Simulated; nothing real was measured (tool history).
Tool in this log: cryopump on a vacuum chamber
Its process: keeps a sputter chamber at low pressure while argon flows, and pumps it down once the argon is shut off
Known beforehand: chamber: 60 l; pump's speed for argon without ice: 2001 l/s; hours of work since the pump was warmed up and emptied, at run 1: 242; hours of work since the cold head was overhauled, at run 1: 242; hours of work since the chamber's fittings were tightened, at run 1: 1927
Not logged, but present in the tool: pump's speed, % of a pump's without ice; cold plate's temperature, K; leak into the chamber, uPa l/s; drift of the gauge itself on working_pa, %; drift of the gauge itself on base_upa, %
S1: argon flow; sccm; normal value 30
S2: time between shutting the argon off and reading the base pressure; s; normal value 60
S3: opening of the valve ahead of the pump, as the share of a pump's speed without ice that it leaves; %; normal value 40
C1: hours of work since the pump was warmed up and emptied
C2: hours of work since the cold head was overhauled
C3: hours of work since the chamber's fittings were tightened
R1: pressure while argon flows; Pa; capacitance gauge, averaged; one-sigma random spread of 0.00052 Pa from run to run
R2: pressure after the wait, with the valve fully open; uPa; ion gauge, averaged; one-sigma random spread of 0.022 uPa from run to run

Run 1, hour 0.0: usual settings; C1 242; C2 242; C3 1927. Result: R1 0.0659 Pa, R2 1.80 uPa.
Run 2, hour 21.6: usual settings; C1 260; C2 260; C3 1945. Result: R1 0.0657 Pa, R2 1.81 uPa.
Run 3, hour 40.8: usual settings but S2 180 s; C1 275; C2 275; C3 1961. Result: R1 0.0645 Pa, R2 1.57 uPa.
Run 4, hour 57.2: usual settings but S1 15 sccm; C1 289; C2 289; C3 1974. Result: R1 0.0324 Pa, R2 1.81 uPa.
Run 5, hour 79.4: usual settings but S1 15 sccm; C1 307; C2 307; C3 1992. Result: R1 0.0330 Pa, R2 1.82 uPa.
Run 6, hour 100.6: usual settings but S1 15 sccm; C1 324; C2 324; C3 2010. Result: R1 0.0329 Pa, R2 1.74 uPa.
Run 7, hour 120.8: usual settings but S1 16 sccm, S2 218 s; C1 341; C2 341; C3 2026. Result: R1 0.0356 Pa, R2 1.56 uPa.
Run 8, hour 139.5: usual settings but S1 27 sccm, S2 63 s, S3 43 %; C1 356; C2 356; C3 2042. Result: R1 0.0552 Pa, R2 1.88 uPa.
Run 9, hour 153.6: usual settings but S1 25 sccm, S2 102 s; C1 368; C2 368; C3 2053. Result: R1 0.0550 Pa, R2 1.76 uPa.
Run 10, hour 169.4: usual settings but S1 28 sccm, S2 242 s, S3 21 %; C1 381; C2 381; C3 2066. Result: R1 0.1158 Pa, R2 1.64 uPa.
Run 11, hour 196.8: usual settings but S2 126 s, S3 44 %; C1 403; C2 403; C3 2089. Result: R1 0.0610 Pa, R2 1.72 uPa.

Pick out some run-to-run changes in R1. Of each, how much would a tool without hidden state show as well, from the settings, what came in and chance, and how much is left for the hidden state and any gauge scatter not in both results compared?
Run 7 -> 8: S1 16 -> 27, S2 218 -> 63, S3 40 -> 43. R1 +0.0196 Pa: hidden state +0.0010, all else +0.0186.
Run 9 -> 10: S1 25 -> 28, S2 102 -> 242, S3 40 -> 21. R1 +0.0608 Pa: hidden state +0.0003, all else +0.0605.
